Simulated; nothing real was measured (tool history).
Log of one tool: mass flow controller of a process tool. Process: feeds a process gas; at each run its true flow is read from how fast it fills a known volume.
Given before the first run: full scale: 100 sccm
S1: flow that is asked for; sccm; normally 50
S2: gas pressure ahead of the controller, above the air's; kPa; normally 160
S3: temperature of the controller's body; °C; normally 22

{"run": 1, "hour": 0.0, "S1": 50, "S2": 160, "S3": 22, "true flow (%)": 99.54}
{"run": 2, "hour": 41.7, "S1": 50, "S2": 160, "S3": 22, "true flow (%)": 99.42}
{"run": 3, "hour": 108.9, "S1": 50, "S2": 160, "S3": 22, "true flow (%)": 99.51}
{"run": 4, "hour": 173.2, "S1": 50, "S2": 160, "S3": 22, "true flow (%)": 99.51}
{"run": 5, "hour": 246.0, "S1": 50, "S2": 160, "S3": 22, "true flow (%)": 99.4}
{"run": 6, "hour": 325.9, "S1": 50, "S2": 160, "S3": 22, "true flow (%)": 99.45}
{"run": 7, "hour": 377.7, "S1": 50, "S2": 160, "S3": 22, "true flow (%)": 99.53}
{"run": 8, "hour": 422.0, "S1": 50, "S2": 160, "S3": 22, "true flow (%)": 99.4}
{"run": 9, "hour": 460.6, "S1": 50, "S2": 160, "S3": 22, "true flow (%)": 99.56}
{"run": 10, "hour": 507.2, "S1": 50, "S2": 160, "S3": 35, "true flow (%)": 98.2}
{"run": 11, "hour": 564.0, "S1": 50, "S2": 160, "S3": 35, "true flow (%)": 98.09}
{"run": 12, "hour": 639.5, "S1": 50, "S2": 160, "S3": 35, "true flow (%)": 98.12}
{"run": 13, "hour": 693.4, "S1": 19, "S2": 160, "S3": 22, "true flow (%)": 99.22}
{"run": 14, "hour": 739.2, "S1": 19, "S2": 160, "S3": 22, "true flow (%)": 99.23}
{"run": 15, "hour": 796.9, "S1": 19, "S2": 160, "S3": 22, "true flow (%)": 99.2}
{"run": 16, "hour": 871.8, "S1": 51, "S2": 160, "S3": 22, "true flow (%)": 99.58}
{"run": 17, "hour": 953.8, "S1": 51, "S2": 160, "S3": 22, "true flow (%)": 99.57}
{"run": 18, "hour": 998.6, "S1": 50, "S2": 160, "S3": 21, "true flow (%)": 99.7}
{"run": 19, "hour": 1055.1, "S1": 50, "S2": 160, "S3": 22, "true flow (%)": 99.61}
{"run": 20, "hour": 1103.2, "S1": 50, "S2": 160, "S3": 22, "true flow (%)": 99.63}
{"run": 21, "hour": 1187.8, "S1": 50, "S2": 160, "S3": 22, "true flow (%)": 99.5}
{"run": 22, "hour": 1236.8, "S1": 50, "S2": 160, "S3": 22, "true flow (%)": 99.49}
{"run": 23, "hour": 1321.2, "S1": 50, "S2": 160, "S3": 22, "true flow (%)": 99.64}
{"run": 24, "hour": 1399.0, "S1": 50, "S2": 151, "S3": 22, "true flow (%)": 99.47}
{"run": 25, "hour": 1472.7, "S1": 50, "S2": 151, "S3": 22, "true flow (%)": 99.62}
{"run": 26, "hour": 1541.2, "S1": 50, "S2": 178, "S3": 30, "true flow (%)": 98.92}
{"run": 27, "hour": 1580.9, "S1": 50, "S2": 178, "S3": 30, "true flow (%)": 98.88}
{"run": 28, "hour": 1625.2, "S1": 50, "S2": 178, "S3": 30, "true flow (%)": 98.83}
{"run": 29, "hour": 1674.1, "S1": 50, "S2": 178, "S3": 30, "true flow (%)": 98.87}
{"run": 30, "hour": 1727.9, "S1": 41, "S2": 160, "S3": 22, "true flow (%)": 99.56}
{"run": 31, "hour": 1790.2, "S1": 71, "S2": 189, "S3": 39, "true flow (%)": 98.32}
{"run": 32, "hour": 1841.5, "S1": 52, "S2": 238, "S3": 32, "true flow (%)": 98.95}
{"run": 33, "hour": 1904.6, "S1": 50, "S2": 160, "S3": 34, "true flow (%)": 98.36}
{"run": 34, "hour": 1954.2, "S1": 50, "S2": 160, "S3": 34, "true flow (%)": 98.32}
{"run": 35, "hour": 1990.3, "S1": 50, "S2": 211, "S3": 30, "true flow (%)": 99.13}
{"run": 36, "hour": 2056.0, "S1": 11, "S2": 160, "S3": 36, "true flow (%)": 98.24}
{"run": 37, "hour": 2124.4, "S1": 11, "S2": 160, "S3": 36, "true flow (%)": 98.02}
{"run": 38, "hour": 2196.4, "S1": 95, "S2": 243, "S3": 34, "true flow (%)": 99.54}
{"run": 39, "hour": 2239.8, "S1": 95, "S2": 243, "S3": 34, "true flow (%)": 99.66}
{"run": 40, "hour": 2286.3, "S1": 50, "S2": 211, "S3": 30, "true flow (%)": 99.22}
{"run": 41, "hour": 2353.5, "S1": 31, "S2": 172, "S3": 37, "true flow (%)": 97.92}
{"run": 42, "hour": 2433.9, "S1": 52, "S2": 247, "S3": 37, "true flow (%)": 98.75}
{"run": 43, "hour": 2486.8, "S1": 52, "S2": 247, "S3": 37, "true flow (%)": 98.8}
{"run": 44, "hour": 2542.4, "S1": 50, "S2": 151, "S3": 22, "true flow (%)": 99.69}
{"run": 45, "hour": 2610.9, "S1": 50, "S2": 151, "S3": 22, "true flow (%)": 99.77}
{"run": 46, "hour": 2672.2, "S1": 75, "S2": 174, "S3": 25, "true flow (%)": 100.04}
{"run": 47, "hour": 2709.5, "S1": 12, "S2": 255, "S3": 23, "true flow (%)": 100.07}
{"run": 48, "hour": 2781.1, "S1": 23, "S2": 175, "S3": 29, "true flow (%)": 98.97}
{"run": 49, "hour": 2818.8, "S1": 23, "S2": 159, "S3": 22, "true flow (%)": 99.41}

Here are 4 independent what-if runs from the current tool condition. What would each one return?
{"run": "A", "hour": 2894.3, "S1": 61, "S2": 202, "S3": 24, "true flow (%)": "?"}
{"run": "B", "hour": 2894.3, "S1": 78, "S2": 275, "S3": 26, "true flow (%)": "?"}
{"run": "C", "hour": 2894.3, "S1": 32, "S2": 159, "S3": 22, "true flow (%)": "?"}
{"run": "D", "hour": 2894.3, "S1": 10, "S2": 152, "S3": 23, "true flow (%)": "?"}

run=A true_flow_(%)=99.96
run=B true_flow_(%)=100.44
run=C true_flow_(%)=99.6
run=D true_flow_(%)=99.77
Without the tool's hidden state the same runs would have given:
run=A true_flow_(%)=99.37
run=B true_flow_(%)=99.89
run=C true_flow_(%)=98.86
run=D true_flow_(%)=98.31
